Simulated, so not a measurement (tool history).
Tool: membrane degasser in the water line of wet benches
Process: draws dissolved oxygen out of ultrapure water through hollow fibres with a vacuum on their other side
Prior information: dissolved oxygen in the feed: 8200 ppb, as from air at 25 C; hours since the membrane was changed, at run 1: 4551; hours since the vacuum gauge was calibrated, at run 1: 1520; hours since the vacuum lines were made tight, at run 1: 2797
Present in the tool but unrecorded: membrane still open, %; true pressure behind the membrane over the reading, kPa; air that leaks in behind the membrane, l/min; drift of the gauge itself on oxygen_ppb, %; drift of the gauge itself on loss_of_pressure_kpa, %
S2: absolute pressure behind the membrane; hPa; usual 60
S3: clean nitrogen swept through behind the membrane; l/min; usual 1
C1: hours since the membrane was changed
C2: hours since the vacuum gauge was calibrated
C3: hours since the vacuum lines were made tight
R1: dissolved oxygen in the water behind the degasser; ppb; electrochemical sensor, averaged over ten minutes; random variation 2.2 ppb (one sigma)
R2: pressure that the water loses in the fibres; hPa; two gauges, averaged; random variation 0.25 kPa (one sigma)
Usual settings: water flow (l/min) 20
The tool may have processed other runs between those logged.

run 1 day=0 | water_flow_(l/min)=20 S2=60 S3=1 | C1=4551 C2=1520 C3=2797 | R1=218.4 R2=666.6
run 2 day=4.508 | water_flow_(l/min)=20 S2=60 S3=1 | C1=4659 C2=1628 C3=2906 | R1=220.7 R2=665.8
run 3 day=8.329 | water_flow_(l/min)=20 S2=60 S3=1 | C1=4751 C2=1720 C3=2997 | R1=220.6 R2=665.3
run 4 day=13.429 | water_flow_(l/min)=20 S2=60 S3=2.06 | C1=4873 C2=1843 C3=3120 | R1=161.3 R2=667.8
run 5 day=18.875 | water_flow_(l/min)=20 S2=60 S3=1 | C1=5004 C2=1973 C3=3251 | R1=219.1 R2=663.7
-- day=21.379 seals of the vacuum lines changed
run 6 day=26.033 | water_flow_(l/min)=20 S2=60 S3=1 | C1=5174 C2=2143 C3=112 | R1=219.9 R2=664.7
run 7 day=29.733 | water_flow_(l/min)=20 S2=60 S3=1 | C1=5263 C2=2232 C3=200 | R1=221.6 R2=663.3
run 8 day=36.488 | water_flow_(l/min)=20 S2=46.2 S3=1 | C1=5425 C2=2394 C3=363 | R1=160.7 R2=666.1
run 9 day=40.762 | water_flow_(l/min)=16 S2=60 S3=1 | C1=5527 C2=2497 C3=465 | R1=158.4 R2=529
run 10 day=45.412 | water_flow_(l/min)=16 S2=60 S3=1 | C1=5639 C2=2608 C3=577 | R1=155.3 R2=529.6
run 11 day=50.7 | water_flow_(l/min)=16 S2=60 S3=1 | C1=5766 C2=2735 C3=704 | R1=156.9 R2=531.5
run 12 day=53.917 | water_flow_(l/min)=14 S2=38.9 S3=1.69 | C1=5843 C2=2812 C3=781 | R1=52.1 R2=462.8
run 13 day=59.179 | water_flow_(l/min)=22 S2=60.6 S3=1 | C1=5969 C2=2939 C3=907 | R1=255 R2=730.2
run 14 day=64.371 | water_flow_(l/min)=22 S2=88.9 S3=1 | C1=6094 C2=3063 C3=1032 | R1=386.6 R2=727
run 15 day=67.762 | water_flow_(l/min)=22 S2=88.9 S3=0.49 | C1=6175 C2=3145 C3=1113 | R1=592.5 R2=727.6

Expected results for the next run?
run 16 day=73.696 | water_flow_(l/min)=26 S2=93.3 S3=1.45 | C1=6318 C2=3287 C3=1256 | R1=? R2=?

Logged for run 16: R1 405 ppb, R2 861.4 hPa.
Minus the tool's unlogged condition, the same run would have read R1 404.1 ppb, R2 866.6 hPa.
